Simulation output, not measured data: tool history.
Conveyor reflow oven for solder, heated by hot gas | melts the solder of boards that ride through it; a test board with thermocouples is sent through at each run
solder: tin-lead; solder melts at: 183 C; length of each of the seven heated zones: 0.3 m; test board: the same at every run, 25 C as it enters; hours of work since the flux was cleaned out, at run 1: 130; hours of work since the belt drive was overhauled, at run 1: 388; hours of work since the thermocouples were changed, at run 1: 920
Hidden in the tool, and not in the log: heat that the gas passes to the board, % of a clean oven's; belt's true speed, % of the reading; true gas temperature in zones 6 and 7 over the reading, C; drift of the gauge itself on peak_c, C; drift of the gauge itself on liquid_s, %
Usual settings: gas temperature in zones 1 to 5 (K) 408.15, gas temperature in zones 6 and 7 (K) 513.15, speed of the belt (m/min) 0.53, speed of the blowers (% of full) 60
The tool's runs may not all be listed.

run	hour	gas temperature in zones 1 to 5 (K)	gas temperature in zones 6 and 7 (K)	speed of the belt (m/min)	speed of the blowers (% of full)	hours of work since the flux was cleaned out	hours of work since the belt drive was overhauled	hours of work since the thermocouples were changed	highest temperature of the board (K)	time above the solder's melting point (s)
1	0	408.15	513.15	0.53	60	130	388	920	492.45	50.9
2	13.3	408.15	513.15	0.53	86	136	394	926	499.75	56.8
3	28.3	408.15	513.15	0.53	86	143	401	933	499.55	57
# hour 33.2: belt drive overhauled, speed set with a stopwatch
4	51.4	408.15	513.15	0.53	86	152	8	942	499.65	57.2
5	63.7	408.15	513.15	0.53	86	158	14	947	499.95	57.2
6	79	408.15	513.15	0.53	86	165	21	954	499.65	57.7

Forecast run 7:
7	98.4	422.15	501.15	0.472	67	173	30	963	?	?

{"run 7": {"highest temperature of the board (K)": 489.35, "time above the solder's melting point (s)": 62.8}}
Without the tool's hidden state the same run would have given highest temperature of the board (K) 490.75, time above the solder's melting point (s) 62.8.

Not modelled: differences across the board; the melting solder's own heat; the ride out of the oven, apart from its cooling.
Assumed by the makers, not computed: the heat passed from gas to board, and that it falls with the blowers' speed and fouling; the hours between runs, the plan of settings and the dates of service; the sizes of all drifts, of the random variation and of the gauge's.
